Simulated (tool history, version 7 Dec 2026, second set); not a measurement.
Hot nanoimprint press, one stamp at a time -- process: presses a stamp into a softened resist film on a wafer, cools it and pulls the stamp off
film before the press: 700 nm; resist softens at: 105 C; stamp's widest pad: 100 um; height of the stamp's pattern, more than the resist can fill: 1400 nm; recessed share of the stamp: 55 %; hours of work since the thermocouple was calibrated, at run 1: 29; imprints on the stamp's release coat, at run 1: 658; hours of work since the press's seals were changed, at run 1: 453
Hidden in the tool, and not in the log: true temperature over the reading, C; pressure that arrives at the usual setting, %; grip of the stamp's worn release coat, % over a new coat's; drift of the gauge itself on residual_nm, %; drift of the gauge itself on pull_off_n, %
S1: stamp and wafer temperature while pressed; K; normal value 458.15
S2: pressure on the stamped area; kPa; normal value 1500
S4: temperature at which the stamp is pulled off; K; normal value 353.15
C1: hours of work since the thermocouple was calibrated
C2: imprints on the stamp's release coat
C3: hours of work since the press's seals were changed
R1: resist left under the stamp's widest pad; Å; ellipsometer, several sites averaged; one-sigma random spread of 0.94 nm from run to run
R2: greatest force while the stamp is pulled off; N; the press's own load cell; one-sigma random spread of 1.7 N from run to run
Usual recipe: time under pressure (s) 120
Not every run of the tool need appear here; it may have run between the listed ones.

Run 1, hour 0: usual settings; C1 29; C2 658; C3 453. Result: R1 3316 Å, R2 126 N.
Run 2, hour 7.3: usual settings but S2 1620 kPa; C1 34; C2 691; C3 458. Result: R1 3193 Å, R2 123 N.
Run 3, hour 21.7: usual settings but S2 1620 kPa; C1 44; C2 755; C3 468. Result: R1 3200 Å, R2 124 N.
Run 4, hour 34.9: usual settings but S2 1620 kPa; C1 53; C2 815; C3 478. Result: R1 3200 Å, R2 128 N.
Run 5, hour 51.8: usual settings but S2 940 kPa; C1 65; C2 890; C3 490. Result: R1 4081 Å, R2 130 N.
Run 6, hour 58.7: usual settings but S2 940 kPa; C1 70; C2 921; C3 494. Result: R1 4090 Å, R2 128 N.
Run 7, hour 74.4: usual settings but S2 940 kPa; C1 81; C2 992; C3 506. Result: R1 4092 Å, R2 135 N.
Run 8, hour 83.6: usual settings but S2 1070 kPa; C1 88; C2 1034; C3 512. Result: R1 3877 Å, R2 136 N.
At hour 92.1: stamp cleaned and given a new release coat.
At hour 106.2: press's hydraulic seals changed and the load cell set to zero.
Run 9, hour 112.9: usual settings but S2 1070 kPa; C1 99; C2 57; C3 5. Result: R1 3872 Å, R2 110 N.
Run 10, hour 127.9: usual settings but S2 1070 kPa; C1 110; C2 125; C3 15. Result: R1 3876 Å, R2 108 N.
Run 11, hour 140.4: usual settings but S2 1070 kPa; C1 119; C2 181; C3 24. Result: R1 3874 Å, R2 113 N.
Run 12, hour 156.1: usual settings but S2 1070 kPa; C1 130; C2 251; C3 36. Result: R1 3878 Å, R2 114 N.
Run 13, hour 169.8: usual settings but S2 1610 kPa; C1 139; C2 313; C3 45. Result: R1 3219 Å, R2 113 N.
Run 14, hour 184.5: usual settings; C1 150; C2 379; C3 56. Result: R1 3331 Å, R2 115 N.
Run 15, hour 199.5: usual settings; C1 161; C2 446; C3 66. Result: R1 3338 Å, R2 117 N.
Run 16, hour 212.3: usual settings but S1 459.15 K, S2 1320 kPa, time under pressure (s) 235, S4 358.15 K; C1 170; C2 504; C3 76. Result: R1 2712 Å, R2 113 N.
Run 17, hour 221.9: usual settings but S1 459.15 K, S2 1320 kPa, time under pressure (s) 160, S4 358.15 K; C1 177; C2 547; C3 82. Result: R1 3134 Å, R2 113 N.
Run 18, hour 234.7: usual settings but S1 449.15 K, S2 1320 kPa, time under pressure (s) 137, S4 358.15 K; C1 186; C2 605; C3 92. Result: R1 4234 Å, R2 115 N.
Run 19, hour 245.6: usual settings but S1 456.15 K, S2 1320 kPa, time under pressure (s) 187, S4 358.15 K; C1 193; C2 653; C3 99. Result: R1 3195 Å, R2 118 N.
Run 20, hour 258.7: usual settings but S1 456.15 K, S2 1320 kPa, time under pressure (s) 187, S4 358.15 K; C1 203; C2 712; C3 109. Result: R1 3215 Å, R2 113 N.
Run 21, hour 271.4: usual settings but S1 456.15 K, S2 1320 kPa, time under pressure (s) 187, S4 358.15 K; C1 212; C2 769; C3 118. Result: R1 3203 Å, R2 118 N.
Run 22, hour 287.5: usual settings but S1 456.15 K, S2 1320 kPa, time under pressure (s) 187, S4 358.15 K; C1 223; C2 842; C3 129. Result: R1 3198 Å, R2 124 N.
Run 23, hour 299.2: usual settings but S1 457.15 K, S2 1200 kPa, S4 342.15 K; C1 232; C2 894; C3 137. Result: R1 3800 Å, R2 142 N.
Run 24, hour 313: usual settings but S1 455.15 K, S2 2100 kPa, time under pressure (s) 71, S4 359.15 K; C1 241; C2 956; C3 147. Result: R1 3703 Å, R2 120 N.
Run 25, hour 326.5: usual settings but S1 455.15 K, S2 2100 kPa, time under pressure (s) 71, S4 359.15 K; C1 251; C2 1017; C3 157. Result: R1 3714 Å, R2 123 N.
At hour 338.6: stamp cleaned and given a new release coat.
Run 26, hour 344.6: usual settings but S1 469.15 K, S2 2100 kPa, time under pressure (s) 85, S4 359.15 K; C1 260; C2 28; C3 166. Result: R1 2477 Å, R2 102 N.
Run 27, hour 358.1: usual settings but time under pressure (s) 115, S4 352.15 K; C1 269; C2 88; C3 175. Result: R1 3413 Å, R2 110 N.
Run 28, hour 375.1: usual settings but time under pressure (s) 115, S4 352.15 K; C1 281; C2 164; C3 187. Result: R1 3416 Å, R2 116 N.
Run 29, hour 391.5: usual settings but S1 450.15 K, S2 1650 kPa; C1 293; C2 238; C3 199. Result: R1 3954 Å, R2 113 N.

5 options for the next run, each taken on its own from the tool as it stands now. Forecast them:
Run A, hour 398.5: usual settings but S2 2030 kPa, time under pressure (s) 67, S4 348.15 K; C1 298; C2 270; C3 204. Result: R1 ?, R2 ?.
Run B, hour 398.5: usual settings but time under pressure (s) 99, S4 357.15 K; C1 298; C2 270; C3 204. Result: R1 ?, R2 ?.
Run C, hour 398.5: usual settings but S1 449.15 K, S2 1650 kPa; C1 298; C2 270; C3 204. Result: R1 ?, R2 ?.
Run D, hour 398.5: usual settings but S4 342.15 K; C1 298; C2 270; C3 204. Result: R1 ?, R2 ?.
Run E, hour 398.5: usual settings but S1 450.15 K, S2 1020 kPa, time under pressure (s) 222; C1 298; C2 270; C3 204. Result: R1 ?, R2 ?.

run    R1   R2
  A  3576  120
  B  3600  108
  C  4054  117
  D  3389  132
  E  3988  115
Take away the tool's hidden state, keep each run's random variation, and the runs would have read:
run    R1   R2
  A  3482  112
  B  3507  101
  C  3946  110
  D  3299  123
  E  3884  108
